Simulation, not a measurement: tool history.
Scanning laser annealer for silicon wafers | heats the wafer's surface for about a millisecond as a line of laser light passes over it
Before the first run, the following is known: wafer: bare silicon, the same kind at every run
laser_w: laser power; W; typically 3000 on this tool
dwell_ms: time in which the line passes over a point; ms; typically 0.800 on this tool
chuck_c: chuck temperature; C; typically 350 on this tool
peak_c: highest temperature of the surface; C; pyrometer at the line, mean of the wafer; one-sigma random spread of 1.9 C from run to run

run    day  laser_w  dwell_ms  chuck_c  peak_c
  1  0.000     3000     0.800      350    1142
  2  0.512     3000     0.800      350    1142
  3  0.871     3000     0.800      350    1143
  4  1.300     3000     0.800      350    1137
  5  1.562     3000     0.599      350    1021
  6  2.017     3000     0.599      350    1022
  7  2.404     3000     0.599      350    1022
  8  2.700     3000     0.599      350    1022
  9  2.983     3131     0.599      350    1051
 10  3.250     3131     0.599      350    1051
 11  3.658     3000     0.800      334    1122
 12  3.992     3000     0.800      342    1127
 13  4.217     3000     0.800      342    1130
     4.633  -- optics aligned, line set to its width
 14  4.750     3168     0.752      332    1152
 15  5.008     3168     0.752      332    1150
     5.117  -- window over the wafer cleaned
 16  5.483     3090     0.845      332    1181
 17  5.712     3090     0.845      332    1182
 18  5.946     3090     0.845      332    1180
 19  6.450     2640     0.781      319    1013
 20  6.738     3249     0.637      340    1105
 21  7.025     3036     0.642      340    1057
 22  7.312     2810     0.586      311     941
 23  7.554     3200     0.800      330    1187
 24  7.796     3200     0.800      330    1184

Here are 5 independent what-if runs from the current tool condition. What would each one return?
     7.925  -- window over the wafer cleaned, once more
  A  8.396     3181     0.800      330       ?
     7.925  -- window over the wafer cleaned, once more
  B  8.396     3200     0.800      350       ?
     7.925  -- window over the wafer cleaned, once more
  C  8.396     2667     0.949      362       ?
     7.925  -- window over the wafer cleaned, once more
  D  8.396     3200     0.877      348       ?
     7.925  -- window over the wafer cleaned, once more
  E  8.396     3000     0.963      321       ?

run  peak_c
  A    1198
  B    1222
  C    1163
  D    1268
  E    1225
Stripped of hidden state, with their random variation kept, the same runs would have yielded:
run  peak_c
  A    1202
  B    1226
  C    1166
  D    1272
  E    1229

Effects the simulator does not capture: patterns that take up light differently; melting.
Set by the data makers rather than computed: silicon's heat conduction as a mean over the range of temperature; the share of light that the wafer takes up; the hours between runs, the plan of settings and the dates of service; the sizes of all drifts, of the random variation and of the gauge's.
